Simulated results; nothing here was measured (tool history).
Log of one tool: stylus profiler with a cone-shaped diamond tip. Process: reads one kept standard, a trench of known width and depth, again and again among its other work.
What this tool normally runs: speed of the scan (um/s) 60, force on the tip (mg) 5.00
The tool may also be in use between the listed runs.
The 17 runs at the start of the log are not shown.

| run | hour | speed of the scan (um/s) | force on the tip (mg) | scans with this tip | hours of work since the height scale was calibrated | depth of the trench (nm) | width of the trench's floor (nm) |
|---|---|---|---|---|---|---|---|
| 18 | 634.7 | 158 | 5.00 | 11041 | 1121 | 204.08 | 46810 |
| 19 | 665.6 | 204 | 11.54 | 11192 | 1136 | 207.02 | 46880 |
| 20 | 688.5 | 17 | 2.86 | 11304 | 1148 | 202.76 | 47140 |
| 21 | 716.8 | 176 | 2.05 | 11442 | 1162 | 202.19 | 46610 |
| 22 | 758.3 | 176 | 2.05 | 11644 | 1182 | 202.18 | 46620 |
| 23 | 787.9 | 33 | 2.05 | 11789 | 1197 | 202.12 | 47030 |
| 24 | 818.2 | 33 | 2.05 | 11936 | 1212 | 202.14 | 47100 |
| 25 | 869.8 | 39 | 2.50 | 12189 | 1237 | 202.57 | 47050 |
| 26 | 895.0 | 232 | 5.00 | 12311 | 1250 | 203.99 | 46640 |
| 27 | 940.5 | 59 | 5.00 | 12533 | 1272 | 204.00 | 47120 |
| 28 | 987.5 | 59 | 9.53 | 12762 | 1296 | 206.09 | 47130 |
| 29 | 1037.1 | 59 | 9.53 | 13004 | 1320 | 206.13 | 47060 |
| 30 | 1075.5 | 126 | 1.77 | 13192 | 1339 | 201.93 | 46770 |

Run 31 is up next; what results do you expect?
| 31 | 1106.2 | 67 | 2.77 | 13342 | 1355 | ? | ? |

{"run 31": {"depth of the trench (nm)": 202.59, "width of the trench's floor (nm)": 46990}}
With the hidden condition absent and the run-to-run variation left alone, this run would have shown depth of the trench (nm) 202.60, width of the trench's floor (nm) 47000.

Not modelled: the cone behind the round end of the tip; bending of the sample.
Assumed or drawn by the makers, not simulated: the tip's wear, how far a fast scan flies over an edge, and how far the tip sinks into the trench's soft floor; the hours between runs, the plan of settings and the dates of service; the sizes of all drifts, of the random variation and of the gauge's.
